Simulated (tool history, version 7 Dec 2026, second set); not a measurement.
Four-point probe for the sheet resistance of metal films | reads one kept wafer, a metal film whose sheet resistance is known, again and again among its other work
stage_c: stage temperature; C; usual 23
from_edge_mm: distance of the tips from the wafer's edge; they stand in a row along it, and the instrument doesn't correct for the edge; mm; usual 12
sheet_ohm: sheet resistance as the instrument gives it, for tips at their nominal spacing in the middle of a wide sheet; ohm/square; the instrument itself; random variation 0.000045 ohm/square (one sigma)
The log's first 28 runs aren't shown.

run	hour	stage_c	from_edge_mm	sheet_ohm
# hour 2414.6: stage's thermometer calibrated
29	2447.7	21	5	0.231443
30	2501.4	23	22	0.224848
31	2613.2	33	3	0.24632
32	2663.6	23	7	0.228313
33	2741.5	19	13	0.224649
34	2845.6	22	14	0.225141
35	2895.8	24	7	0.228538
36	2999	24	7	0.228594
37	3076.8	22	7	0.228067
38	3168.8	21	7	0.227839
39	3269.2	19	7	0.227422
40	3323.4	19	7	0.227416
41	3372.9	19	7	0.22739
42	3452.7	19	7	0.22748
43	3537.6	29	33	0.226021
44	3647.7	29	9	0.228117
45	3724.3	22	7	0.228126

4 ways to go on from here, each from the tool as it stands after run 45. What would each give?
A	3810	31	8	?
B	3810	27	18	?
C	3810	23	25	?
D	3810	23	16	?

run	sheet_ohm
A	0.229253
B	0.225904
C	0.224676
D	0.225217
Without the tool's hidden state the same runs would have given:
run	sheet_ohm
A	0.229243
B	0.225894
C	0.224666
D	0.225207
